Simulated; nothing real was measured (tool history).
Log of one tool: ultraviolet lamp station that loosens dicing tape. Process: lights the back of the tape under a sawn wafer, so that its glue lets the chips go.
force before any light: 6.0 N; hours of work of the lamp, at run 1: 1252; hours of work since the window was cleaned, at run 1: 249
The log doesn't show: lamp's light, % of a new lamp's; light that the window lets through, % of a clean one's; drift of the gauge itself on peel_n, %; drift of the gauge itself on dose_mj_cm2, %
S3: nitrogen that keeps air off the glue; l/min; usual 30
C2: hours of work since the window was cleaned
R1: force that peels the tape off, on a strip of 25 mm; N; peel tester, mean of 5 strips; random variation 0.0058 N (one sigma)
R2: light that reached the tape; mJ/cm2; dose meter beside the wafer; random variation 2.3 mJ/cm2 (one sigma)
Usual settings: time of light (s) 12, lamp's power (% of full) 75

run 1 hour=0.0 | time_of_light_(s)=12 lamp's_power_(%_of_full)=75 S3=30 | hours_of_work_of_the_lamp=1252 C2=249 | R1=0.278 R2=172
run 2 hour=59.3 | time_of_light_(s)=12 lamp's_power_(%_of_full)=62 S3=30 | hours_of_work_of_the_lamp=1285 C2=282 | R1=0.466 R2=142
run 3 hour=108.7 | time_of_light_(s)=12 lamp's_power_(%_of_full)=62 S3=30 | hours_of_work_of_the_lamp=1312 C2=310 | R1=0.466 R2=139
run 4 hour=185.0 | time_of_light_(s)=12 lamp's_power_(%_of_full)=62 S3=30 | hours_of_work_of_the_lamp=1355 C2=352 | R1=0.464 R2=135
run 5 hour=249.8 | time_of_light_(s)=12 lamp's_power_(%_of_full)=62 S3=30 | hours_of_work_of_the_lamp=1391 C2=389 | R1=0.491 R2=134
run 6 hour=307.1 | time_of_light_(s)=12 lamp's_power_(%_of_full)=62 S3=30 | hours_of_work_of_the_lamp=1423 C2=421 | R1=0.489 R2=136
run 7 hour=371.2 | time_of_light_(s)=12 lamp's_power_(%_of_full)=62 S3=30 | hours_of_work_of_the_lamp=1459 C2=457 | R1=0.525 R2=133
run 8 hour=444.4 | time_of_light_(s)=12 lamp's_power_(%_of_full)=75 S3=30 | hours_of_work_of_the_lamp=1500 C2=497 | R1=0.327 R2=164
run 9 hour=513.8 | time_of_light_(s)=17 lamp's_power_(%_of_full)=75 S3=30 | hours_of_work_of_the_lamp=1539 C2=536 | R1=0.153 R2=221
-- hour=528.7 window cleaned of glue's vapour
run 10 hour=565.4 | time_of_light_(s)=17 lamp's_power_(%_of_full)=75 S3=30 | hours_of_work_of_the_lamp=1567 C2=21 | R1=0.124 R2=230
run 11 hour=645.4 | time_of_light_(s)=17 lamp's_power_(%_of_full)=75 S3=30 | hours_of_work_of_the_lamp=1612 C2=65 | R1=0.134 R2=228
run 12 hour=693.5 | time_of_light_(s)=17 lamp's_power_(%_of_full)=75 S3=30 | hours_of_work_of_the_lamp=1639 C2=92 | R1=0.139 R2=223
run 13 hour=734.3 | time_of_light_(s)=12 lamp's_power_(%_of_full)=75 S3=30 | hours_of_work_of_the_lamp=1662 C2=115 | R1=0.335 R2=156
run 14 hour=775.5 | time_of_light_(s)=12 lamp's_power_(%_of_full)=75 S3=36 | hours_of_work_of_the_lamp=1685 C2=138 | R1=0.303 R2=155
run 15 hour=841.9 | time_of_light_(s)=12 lamp's_power_(%_of_full)=75 S3=36 | hours_of_work_of_the_lamp=1722 C2=175 | R1=0.320 R2=151
run 16 hour=907.1 | time_of_light_(s)=12 lamp's_power_(%_of_full)=75 S3=36 | hours_of_work_of_the_lamp=1759 C2=212 | R1=0.335 R2=153
run 17 hour=942.8 | time_of_light_(s)=12 lamp's_power_(%_of_full)=75 S3=36 | hours_of_work_of_the_lamp=1779 C2=232 | R1=0.325 R2=153
run 18 hour=990.4 | time_of_light_(s)=12 lamp's_power_(%_of_full)=75 S3=36 | hours_of_work_of_the_lamp=1805 C2=258 | R1=0.325 R2=150
-- hour=1038.4 lamp changed
run 19 hour=1068.5 | time_of_light_(s)=12 lamp's_power_(%_of_full)=75 S3=36 | hours_of_work_of_the_lamp=17 C2=301 | R1=0.136 R2=209
run 20 hour=1141.4 | time_of_light_(s)=12 lamp's_power_(%_of_full)=75 S3=36 | hours_of_work_of_the_lamp=58 C2=342 | R1=0.143 R2=207
run 21 hour=1204.4 | time_of_light_(s)=12 lamp's_power_(%_of_full)=75 S3=36 | hours_of_work_of_the_lamp=93 C2=377 | R1=0.148 R2=208
run 22 hour=1246.0 | time_of_light_(s)=12 lamp's_power_(%_of_full)=93 S3=30 | hours_of_work_of_the_lamp=116 C2=401 | R1=0.104 R2=260
run 23 hour=1293.9 | time_of_light_(s)=12 lamp's_power_(%_of_full)=93 S3=30 | hours_of_work_of_the_lamp=143 C2=427 | R1=0.101 R2=260
run 24 hour=1363.5 | time_of_light_(s)=12 lamp's_power_(%_of_full)=93 S3=30 | hours_of_work_of_the_lamp=182 C2=466 | R1=0.114 R2=255
run 25 hour=1411.7 | time_of_light_(s)=10 lamp's_power_(%_of_full)=92 S3=10 | hours_of_work_of_the_lamp=209 C2=493 | R1=0.327 R2=210
run 26 hour=1446.0 | time_of_light_(s)=12 lamp's_power_(%_of_full)=75 S3=22 | hours_of_work_of_the_lamp=228 C2=512 | R1=0.221 R2=201
-- hour=1503.6 window cleaned of glue's vapour
run 27 hour=1520.8 | time_of_light_(s)=15 lamp's_power_(%_of_full)=70 S3=17 | hours_of_work_of_the_lamp=269 C2=10 | R1=0.153 R2=251
run 28 hour=1598.6 | time_of_light_(s)=22 lamp's_power_(%_of_full)=71 S3=17 | hours_of_work_of_the_lamp=313 C2=53 | R1=0.074 R2=369
run 29 hour=1675.3 | time_of_light_(s)=18 lamp's_power_(%_of_full)=75 S3=36 | hours_of_work_of_the_lamp=356 C2=96 | R1=0.074 R2=309
run 30 hour=1711.2 | time_of_light_(s)=10 lamp's_power_(%_of_full)=67 S3=39 | hours_of_work_of_the_lamp=376 C2=116 | R1=0.320 R2=149
run 31 hour=1764.5 | time_of_light_(s)=12 lamp's_power_(%_of_full)=97 S3=17 | hours_of_work_of_the_lamp=406 C2=146 | R1=0.128 R2=263
run 32 hour=1829.9 | time_of_light_(s)=8 lamp's_power_(%_of_full)=83 S3=17 | hours_of_work_of_the_lamp=442 C2=182 | R1=0.510 R2=149
run 33 hour=1908.4 | time_of_light_(s)=8 lamp's_power_(%_of_full)=82 S3=10 | hours_of_work_of_the_lamp=486 C2=226 | R1=0.717 R2=146
run 34 hour=1947.7 | time_of_light_(s)=18 lamp's_power_(%_of_full)=61 S3=10 | hours_of_work_of_the_lamp=508 C2=248 | R1=0.225 R2=240
run 35 hour=1999.5 | time_of_light_(s)=16 lamp's_power_(%_of_full)=90 S3=43 | hours_of_work_of_the_lamp=537 C2=277 | R1=0.070 R2=319
run 36 hour=2054.2 | time_of_light_(s)=6 lamp's_power_(%_of_full)=92 S3=25 | hours_of_work_of_the_lamp=568 C2=308 | R1=0.679 R2=119
run 37 hour=2089.1 | time_of_light_(s)=6 lamp's_power_(%_of_full)=92 S3=25 | hours_of_work_of_the_lamp=587 C2=327 | R1=0.698 R2=118
run 38 hour=2158.4 | time_of_light_(s)=12 lamp's_power_(%_of_full)=88 S3=9 | hours_of_work_of_the_lamp=626 C2=366 | R1=0.285 R2=221
run 39 hour=2213.8 | time_of_light_(s)=12 lamp's_power_(%_of_full)=88 S3=9 | hours_of_work_of_the_lamp=657 C2=397 | R1=0.298 R2=225
run 40 hour=2281.5 | time_of_light_(s)=17 lamp's_power_(%_of_full)=75 S3=13 | hours_of_work_of_the_lamp=695 C2=435 | R1=0.152 R2=270
run 41 hour=2357.5 | time_of_light_(s)=23 lamp's_power_(%_of_full)=90 S3=13 | hours_of_work_of_the_lamp=737 C2=477 | R1=0.071 R2=425
run 42 hour=2405.2 | time_of_light_(s)=23 lamp's_power_(%_of_full)=90 S3=13 | hours_of_work_of_the_lamp=764 C2=504 | R1=0.060 R2=425
run 43 hour=2446.4 | time_of_light_(s)=10 lamp's_power_(%_of_full)=81 S3=11 | hours_of_work_of_the_lamp=787 C2=527 | R1=0.541 R2=166

Some steps in R1 between neighbouring runs. How much of each would the tool show without its hidden state too (settings, what came in, random variation), and how much is left for the hidden state, with any gauge scatter that isn't in both results?
Run 18 -> 19: lamp changed. R1 -0.189 N: hidden state -0.193, all else +0.004.
Run 33 -> 34: time of light (s) 8 -> 18, lamp's power (% of full) 82 -> 61. R1 -0.492 N: hidden state -0.086, all else -0.406.
Run 35 -> 36: time of light (s) 16 -> 6, lamp's power (% of full) 90 -> 92, S3 43 -> 25. R1 +0.609 N: hidden state +0.159, all else +0.450.
Run 42 -> 43: time of light (s) 23 -> 10, lamp's power (% of full) 90 -> 81, S3 13 -> 11. R1 +0.481 N: hidden state +0.192, all else +0.289.
